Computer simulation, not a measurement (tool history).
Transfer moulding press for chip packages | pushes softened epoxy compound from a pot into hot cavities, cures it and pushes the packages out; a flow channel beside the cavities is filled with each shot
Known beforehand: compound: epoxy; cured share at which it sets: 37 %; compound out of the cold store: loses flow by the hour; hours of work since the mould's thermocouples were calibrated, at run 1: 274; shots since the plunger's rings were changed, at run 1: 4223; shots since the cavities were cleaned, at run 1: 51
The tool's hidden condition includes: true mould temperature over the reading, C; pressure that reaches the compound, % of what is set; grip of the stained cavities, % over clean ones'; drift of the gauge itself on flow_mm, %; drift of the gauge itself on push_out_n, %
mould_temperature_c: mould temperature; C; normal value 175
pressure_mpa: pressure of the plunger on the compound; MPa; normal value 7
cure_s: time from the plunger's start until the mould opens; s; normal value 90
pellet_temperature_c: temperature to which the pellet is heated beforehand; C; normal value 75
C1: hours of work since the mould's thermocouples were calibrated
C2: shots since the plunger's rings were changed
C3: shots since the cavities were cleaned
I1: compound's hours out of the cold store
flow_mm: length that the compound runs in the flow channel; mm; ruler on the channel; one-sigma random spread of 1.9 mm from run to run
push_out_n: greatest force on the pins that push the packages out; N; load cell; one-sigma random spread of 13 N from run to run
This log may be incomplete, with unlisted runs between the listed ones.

{"run": 1, "hour": 0.0, "mould_temperature_c": 175, "pressure_mpa": 7, "cure_s": 90, "pellet_temperature_c": 75, "C1": 274, "C2": 4223, "C3": 51, "I1": 16.5, "flow_mm": 851, "push_out_n": 627}
{"hour": 22.6, "done": "plunger's sealing rings changed"}
{"run": 2, "hour": 51.5, "mould_temperature_c": 175, "pressure_mpa": 7, "cure_s": 90, "pellet_temperature_c": 75, "C1": 300, "C2": 272, "C3": 513, "I1": 14.6, "flow_mm": 857, "push_out_n": 649}
{"hour": 68.0, "done": "mould's thermocouples calibrated"}
{"hour": 105.0, "done": "cavities cleaned with cleaning compound and waxed"}
{"run": 3, "hour": 107.9, "mould_temperature_c": 183, "pressure_mpa": 7, "cure_s": 90, "pellet_temperature_c": 75, "C1": 20, "C2": 772, "C3": 27, "I1": 39.3, "flow_mm": 767, "push_out_n": 434}
{"run": 4, "hour": 155.8, "mould_temperature_c": 183, "pressure_mpa": 7, "cure_s": 90, "pellet_temperature_c": 75, "C1": 45, "C2": 1225, "C3": 480, "I1": 9.5, "flow_mm": 840, "push_out_n": 453}
{"hour": 205.0, "done": "cavities cleaned with cleaning compound and waxed"}
{"run": 5, "hour": 229.3, "mould_temperature_c": 183, "pressure_mpa": 7, "cure_s": 90, "pellet_temperature_c": 75, "C1": 83, "C2": 1904, "C3": 229, "I1": 18.6, "flow_mm": 816, "push_out_n": 448}
{"run": 6, "hour": 276.9, "mould_temperature_c": 183, "pressure_mpa": 7, "cure_s": 90, "pellet_temperature_c": 75, "C1": 108, "C2": 2354, "C3": 679, "I1": 17.5, "flow_mm": 822, "push_out_n": 434}
{"hour": 307.5, "done": "cavities cleaned with cleaning compound and waxed"}
{"run": 7, "hour": 326.1, "mould_temperature_c": 175, "pressure_mpa": 7, "cure_s": 90, "pellet_temperature_c": 69, "C1": 134, "C2": 2805, "C3": 176, "I1": 17.6, "flow_mm": 850, "push_out_n": 653}
{"hour": 407.4, "done": "cavities cleaned with cleaning compound and waxed"}
{"run": 8, "hour": 407.4, "mould_temperature_c": 175, "pressure_mpa": 7, "cure_s": 90, "pellet_temperature_c": 69, "C1": 176, "C2": 3557, "C3": 0, "I1": 42.4, "flow_mm": 783, "push_out_n": 619}
{"run": 9, "hour": 472.2, "mould_temperature_c": 175, "pressure_mpa": 7, "cure_s": 90, "pellet_temperature_c": 76, "C1": 210, "C2": 4170, "C3": 613, "I1": 32.8, "flow_mm": 808, "push_out_n": 594}

Forecast run 10:
{"hour": 504.6, "done": "plunger's sealing rings changed"}
{"hour": 512.5, "done": "cavities cleaned with cleaning compound and waxed"}
{"run": 10, "hour": 558.9, "mould_temperature_c": 175, "pressure_mpa": 7, "cure_s": 118, "pellet_temperature_c": 78, "C1": 253, "C2": 499, "C3": 439, "I1": 24.7, "flow_mm": "?", "push_out_n": "?"}

Run 10 measured flow_mm 830 mm, push_out_n 445 N.
With the hidden condition absent and the run-to-run variation left alone, this run would have shown flow_mm 830 mm, push_out_n 441 N.
